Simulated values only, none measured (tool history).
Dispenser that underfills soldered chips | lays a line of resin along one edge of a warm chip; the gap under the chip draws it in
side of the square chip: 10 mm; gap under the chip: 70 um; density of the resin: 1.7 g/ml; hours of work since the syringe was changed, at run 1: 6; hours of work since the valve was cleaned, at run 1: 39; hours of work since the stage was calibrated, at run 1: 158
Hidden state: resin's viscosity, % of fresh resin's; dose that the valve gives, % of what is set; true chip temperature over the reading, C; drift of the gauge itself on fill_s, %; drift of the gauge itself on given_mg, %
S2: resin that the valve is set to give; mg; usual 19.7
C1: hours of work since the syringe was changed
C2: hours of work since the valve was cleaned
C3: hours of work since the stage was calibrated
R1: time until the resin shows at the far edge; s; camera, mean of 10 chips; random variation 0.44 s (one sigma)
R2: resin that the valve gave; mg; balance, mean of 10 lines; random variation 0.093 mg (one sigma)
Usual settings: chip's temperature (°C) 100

run 1 hour=0.0 | chip's_temperature_(°C)=100 S2=19.7 | C1=6 C2=39 C3=158 | R1=45.3 R2=19.32
-- hour=7.0 new syringe of resin
run 2 hour=15.8 | chip's_temperature_(°C)=100 S2=19.7 | C1=6 C2=49 C3=168 | R1=44.0 R2=19.46
-- hour=22.4 new syringe of resin
run 3 hour=29.0 | chip's_temperature_(°C)=100 S2=19.7 | C1=4 C2=57 C3=176 | R1=39.6 R2=19.42
-- hour=37.3 new syringe of resin
-- hour=39.7 dispensing valve cleaned and set on the balance
run 4 hour=41.6 | chip's_temperature_(°C)=100 S2=18.0 | C1=2 C2=1 C3=184 | R1=34.9 R2=17.99
run 5 hour=51.2 | chip's_temperature_(°C)=100 S2=18.0 | C1=8 C2=8 C3=190 | R1=49.9 R2=18.01
-- hour=53.7 new syringe of resin
run 6 hour=67.5 | chip's_temperature_(°C)=100 S2=18.0 | C1=9 C2=18 C3=200 | R1=52.6 R2=17.86
-- hour=68.8 new syringe of resin
run 7 hour=79.2 | chip's_temperature_(°C)=100 S2=18.0 | C1=7 C2=26 C3=208 | R1=47.3 R2=17.99
-- hour=83.9 new syringe of resin
run 8 hour=87.1 | chip's_temperature_(°C)=100 S2=19.7 | C1=2 C2=30 C3=213 | R1=35.1 R2=19.58
-- hour=99.4 new syringe of resin
run 9 hour=104.0 | chip's_temperature_(°C)=100 S2=19.7 | C1=3 C2=41 C3=224 | R1=36.5 R2=19.53
-- hour=115.5 new syringe of resin
run 10 hour=119.0 | chip's_temperature_(°C)=100 S2=25.5 | C1=2 C2=51 C3=233 | R1=34.6 R2=24.92
run 11 hour=127.7 | chip's_temperature_(°C)=100 S2=20.3 | C1=8 C2=57 C3=239 | R1=48.2 R2=19.98
-- hour=130.5 new syringe of resin
-- hour=139.0 dispensing valve cleaned and set on the balance
run 12 hour=139.2 | chip's_temperature_(°C)=100 S2=20.3 | C1=5 C2=0 C3=246 | R1=40.5 R2=20.31
-- hour=147.1 new syringe of resin
run 13 hour=147.2 | chip's_temperature_(°C)=97 S2=19.7 | C1=0 C2=5 C3=251 | R1=33.1 R2=19.67
run 14 hour=154.7 | chip's_temperature_(°C)=92 S2=19.7 | C1=5 C2=10 C3=256 | R1=52.7 R2=19.70
-- hour=162.3 new syringe of resin
run 15 hour=162.7 | chip's_temperature_(°C)=103 S2=19.7 | C1=0 C2=15 C3=261 | R1=27.6 R2=19.52
run 16 hour=174.1 | chip's_temperature_(°C)=103 S2=19.7 | C1=8 C2=23 C3=268 | R1=42.7 R2=19.47
-- hour=178.1 new syringe of resin
run 17 hour=191.0 | chip's_temperature_(°C)=100 S2=19.7 | C1=8 C2=33 C3=279 | R1=50.8 R2=19.35
-- hour=193.9 new syringe of resin
run 18 hour=203.5 | chip's_temperature_(°C)=100 S2=24.2 | C1=6 C2=41 C3=287 | R1=42.6 R2=23.81
-- hour=208.7 new syringe of resin
run 19 hour=211.5 | chip's_temperature_(°C)=100 S2=24.2 | C1=2 C2=46 C3=292 | R1=34.1 R2=23.91
-- hour=223.5 new syringe of resin
run 20 hour=223.5 | chip's_temperature_(°C)=113 S2=18.5 | C1=0 C2=54 C3=300 | R1=20.1 R2=18.35
run 21 hour=231.9 | chip's_temperature_(°C)=113 S2=18.5 | C1=5 C2=60 C3=305 | R1=28.1 R2=17.97
-- hour=238.6 new syringe of resin
-- hour=239.6 dispensing valve cleaned and set on the balance
run 22 hour=240.4 | chip's_temperature_(°C)=91 S2=22.8 | C1=1 C2=1 C3=310 | R1=43.4 R2=22.87
run 23 hour=253.0 | chip's_temperature_(°C)=100 S2=19.7 | C1=9 C2=9 C3=318 | R1=51.3 R2=19.59
-- hour=254.4 new syringe of resin
run 24 hour=260.4 | chip's_temperature_(°C)=100 S2=19.7 | C1=4 C2=13 C3=323 | R1=38.6 R2=19.72
-- hour=269.6 new syringe of resin
run 25 hour=270.3 | chip's_temperature_(°C)=100 S2=19.7 | C1=0 C2=20 C3=329 | R1=31.6 R2=19.74
run 26 hour=277.8 | chip's_temperature_(°C)=100 S2=19.7 | C1=5 C2=25 C3=334 | R1=42.5 R2=19.55
-- hour=284.7 new syringe of resin
run 27 hour=286.1 | chip's_temperature_(°C)=111 S2=24.1 | C1=1 C2=30 C3=339 | R1=22.0 R2=23.80
run 28 hour=295.0 | chip's_temperature_(°C)=111 S2=17.6 | C1=7 C2=36 C3=345 | R1=31.7 R2=17.33
-- hour=299.7 new syringe of resin
run 29 hour=303.7 | chip's_temperature_(°C)=115 S2=17.2 | C1=3 C2=41 C3=351 | R1=22.6 R2=17.03
-- hour=315.2 new syringe of resin
run 30 hour=316.2 | chip's_temperature_(°C)=95 S2=19.8 | C1=1 C2=49 C3=359 | R1=36.6 R2=19.47
run 31 hour=323.6 | chip's_temperature_(°C)=97 S2=18.8 | C1=6 C2=54 C3=363 | R1=45.5 R2=18.60
-- hour=330.5 new syringe of resin
-- hour=339.0 dispensing valve cleaned and set on the balance
run 32 hour=339.0 | chip's_temperature_(°C)=89 S2=17.2 | C1=5 C2=0 C3=373 | R1=60.0 R2=17.16
-- hour=346.6 new syringe of resin
run 33 hour=348.2 | chip's_temperature_(°C)=105 S2=23.3 | C1=1 C2=6 C3=378 | R1=25.6 R2=23.26
-- hour=361.9 new syringe of resin
run 34 hour=363.0 | chip's_temperature_(°C)=105 S2=20.0 | C1=1 C2=15 C3=388 | R1=26.7 R2=19.96
run 35 hour=372.5 | chip's_temperature_(°C)=98 S2=20.0 | C1=7 C2=22 C3=394 | R1=48.4 R2=19.77
-- hour=376.8 new syringe of resin
run 36 hour=387.3 | chip's_temperature_(°C)=98 S2=20.0 | C1=7 C2=31 C3=404 | R1=46.8 R2=19.66

3 ways to go on from here, each from the tool as it stands after run 36. What would each give?
-- hour=392.5 new syringe of resin
run A hour=397.8 | chip's_temperature_(°C)=85 S2=23.6 | C1=3 C2=38 C3=410 | R1=? R2=?
-- hour=392.5 new syringe of resin
run B hour=397.8 | chip's_temperature_(°C)=113 S2=20.2 | C1=3 C2=38 C3=410 | R1=? R2=?
-- hour=392.5 new syringe of resin
run C hour=397.8 | chip's_temperature_(°C)=98 S2=17.2 | C1=3 C2=38 C3=410 | R1=? R2=?

run=A R1=59.9 R2=23.00
run=B R1=24.0 R2=19.75
run=C R1=39.9 R2=16.92
Without the tool's hidden state the same runs would have given:
run=A R1=54.3 R2=23.40
run=B R1=21.4 R2=20.09
run=C R1=35.8 R2=17.21

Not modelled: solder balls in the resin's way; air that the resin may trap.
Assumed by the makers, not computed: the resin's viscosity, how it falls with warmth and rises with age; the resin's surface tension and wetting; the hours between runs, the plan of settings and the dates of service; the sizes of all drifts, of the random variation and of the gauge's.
